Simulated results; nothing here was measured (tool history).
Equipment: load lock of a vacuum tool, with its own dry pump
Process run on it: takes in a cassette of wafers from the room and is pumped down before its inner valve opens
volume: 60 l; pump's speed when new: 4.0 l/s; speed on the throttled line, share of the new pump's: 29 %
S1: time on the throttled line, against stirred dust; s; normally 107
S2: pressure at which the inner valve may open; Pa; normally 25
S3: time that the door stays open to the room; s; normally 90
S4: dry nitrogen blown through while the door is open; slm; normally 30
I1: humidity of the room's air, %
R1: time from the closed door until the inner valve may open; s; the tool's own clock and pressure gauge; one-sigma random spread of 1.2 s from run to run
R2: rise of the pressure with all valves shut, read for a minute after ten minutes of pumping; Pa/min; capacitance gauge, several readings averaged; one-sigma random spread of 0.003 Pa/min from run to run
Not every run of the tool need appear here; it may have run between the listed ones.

Run 1, hour 0.0: usual settings; I1 46.5. Result: R1 217.4 s, R2 0.137 Pa/min.
Run 2, hour 191.4: usual settings; I1 45.3. Result: R1 217.7 s, R2 0.144 Pa/min.
Run 3, hour 521.6: usual settings; I1 43.4. Result: R1 217.6 s, R2 0.147 Pa/min.
Run 4, hour 861.9: usual settings; I1 45.8. Result: R1 217.1 s, R2 0.148 Pa/min.
Run 5, hour 1200.4: usual settings; I1 46.1. Result: R1 221.2 s, R2 0.162 Pa/min.
Run 6, hour 1394.1: usual settings; I1 44.5. Result: R1 218.7 s, R2 0.161 Pa/min.
Run 7, hour 1703.5: usual settings; I1 46.6. Result: R1 217.0 s, R2 0.177 Pa/min.
Run 8, hour 1960.3: usual settings but S2 26 Pa; I1 46.5. Result: R1 220.9 s, R2 0.173 Pa/min.
Run 9, hour 2322.3: usual settings; I1 44.2. Result: R1 219.6 s, R2 0.188 Pa/min.
Run 10, hour 2483.8: usual settings but S1 78 s; I1 48.4. Result: R1 202.7 s, R2 0.187 Pa/min.
Run 11, hour 2749.1: usual settings; I1 44.3. Result: R1 223.3 s, R2 0.195 Pa/min.
Run 12, hour 2994.5: usual settings; I1 45.3. Result: R1 223.1 s, R2 0.196 Pa/min.
Run 13, hour 3153.2: usual settings; I1 47.3. Result: R1 225.9 s, R2 0.203 Pa/min.
At hour 3388.7: dry pump taken out, an overhauled one fitted.
Run 14, hour 3412.1: usual settings but S4 14 slm; I1 50.0. Result: R1 200.5 s, R2 0.230 Pa/min.
Run 15, hour 3560.0: usual settings but S4 14 slm; I1 41.4. Result: R1 200.7 s, R2 0.223 Pa/min.
Run 16, hour 3890.6: usual settings but S4 14 slm; I1 45.4. Result: R1 202.8 s, R2 0.221 Pa/min.
Run 17, hour 4202.1: usual settings but S4 14 slm; I1 40.7. Result: R1 202.1 s, R2 0.237 Pa/min.
Run 18, hour 4460.6: usual settings but S4 39 slm; I1 45.0. Result: R1 199.9 s, R2 0.216 Pa/min.
Run 19, hour 4686.7: usual settings but S4 39 slm; I1 47.7. Result: R1 202.9 s, R2 0.233 Pa/min.
Run 20, hour 4909.7: usual settings but S4 39 slm; I1 45.1. Result: R1 204.0 s, R2 0.228 Pa/min.
Run 21, hour 5140.6: usual settings but S1 65 s, S4 39 slm; I1 44.9. Result: R1 174.8 s, R2 0.239 Pa/min.
Run 22, hour 5305.7: usual settings but S1 83 s, S3 151 s, S4 10 slm; I1 45.7. Result: R1 186.9 s, R2 0.302 Pa/min.
Run 23, hour 5629.1: usual settings but S1 83 s, S3 151 s, S4 10 slm; I1 47.9. Result: R1 187.8 s, R2 0.307 Pa/min.
Run 24, hour 5799.7: usual settings but S1 83 s, S3 151 s, S4 10 slm; I1 44.5. Result: R1 188.9 s, R2 0.309 Pa/min.
Run 25, hour 5990.6: usual settings but S1 125 s, S2 35 Pa, S4 8 slm; I1 44.5. Result: R1 211.1 s, R2 0.279 Pa/min.
Run 26, hour 6210.8: usual settings but S2 48 Pa, S4 5 slm; I1 46.1. Result: R1 193.9 s, R2 0.301 Pa/min.
Run 27, hour 6435.5: usual settings but S1 110 s, S2 31 Pa, S4 16 slm; I1 44.9. Result: R1 205.0 s, R2 0.285 Pa/min.
Run 28, hour 6644.8: usual settings but S1 92 s, S2 47 Pa, S3 26 s, S4 13 slm; I1 44.3. Result: R1 187.0 s, R2 0.265 Pa/min.
Run 29, hour 6983.2: usual settings but S1 75 s, S2 47 Pa, S3 26 s, S4 13 slm; I1 43.9. Result: R1 176.2 s, R2 0.266 Pa/min.
Run 30, hour 7213.7: usual settings but S1 75 s, S2 21 Pa, S3 127 s, S4 13 slm; I1 45.4. Result: R1 191.4 s, R2 0.328 Pa/min.
Run 31, hour 7500.0: usual settings but S1 125 s, S4 8 slm; I1 43.7. Result: R1 220.4 s, R2 0.327 Pa/min.
Run 32, hour 7811.5: usual settings but S1 134 s, S2 33 Pa, S4 8 slm; I1 44.2. Result: R1 223.7 s, R2 0.338 Pa/min.
Run 33, hour 8034.2: usual settings but S1 117 s, S2 28 Pa, S3 49 s, S4 24 slm; I1 45.1. Result: R1 213.3 s, R2 0.309 Pa/min.
At hour 8058.5: door's seal changed, seat wiped.
Run 34, hour 8366.5: usual settings but S1 117 s, S2 28 Pa, S3 49 s, S4 24 slm; I1 41.0. Result: R1 214.1 s, R2 0.025 Pa/min.
Run 35, hour 8689.1: usual settings but S1 117 s, S2 28 Pa, S3 183 s, S4 17 slm; I1 41.9. Result: R1 216.3 s, R2 0.092 Pa/min.
Run 36, hour 9036.6: usual settings but S1 117 s, S3 32 s, S4 17 slm; I1 44.5. Result: R1 219.3 s, R2 0.038 Pa/min.

What if the next run were any one of these 5? Each begins from the tool's condition after run 36:
Run A, hour 9317.2: usual settings but S1 167 s, S3 114 s, S4 16 slm; I1 42.4. Result: R1 ?, R2 ?.
Run B, hour 9317.2: usual settings but S4 12 slm; I1 46.7. Result: R1 ?, R2 ?.
Run C, hour 9317.2: usual settings but S4 11 slm; I1 47.0. Result: R1 ?, R2 ?.
Run D, hour 9317.2: usual settings but S1 102 s, S3 44 s, S4 6 slm; I1 48.0. Result: R1 ?, R2 ?.
Run E, hour 9317.2: usual settings but S3 32 s, S4 17 slm; I1 39.9. Result: R1 ?, R2 ?.

run     R1     R2
  A  251.9  0.073
  B  210.1  0.070
  C  211.4  0.080
  D  206.6  0.053
  E  210.5  0.028
With no hidden state in the tool, these same runs would have given:
run     R1     R2
  A  242.9  0.065
  B  199.1  0.062
  C  200.3  0.072
  D  195.5  0.045
  E  199.4  0.021

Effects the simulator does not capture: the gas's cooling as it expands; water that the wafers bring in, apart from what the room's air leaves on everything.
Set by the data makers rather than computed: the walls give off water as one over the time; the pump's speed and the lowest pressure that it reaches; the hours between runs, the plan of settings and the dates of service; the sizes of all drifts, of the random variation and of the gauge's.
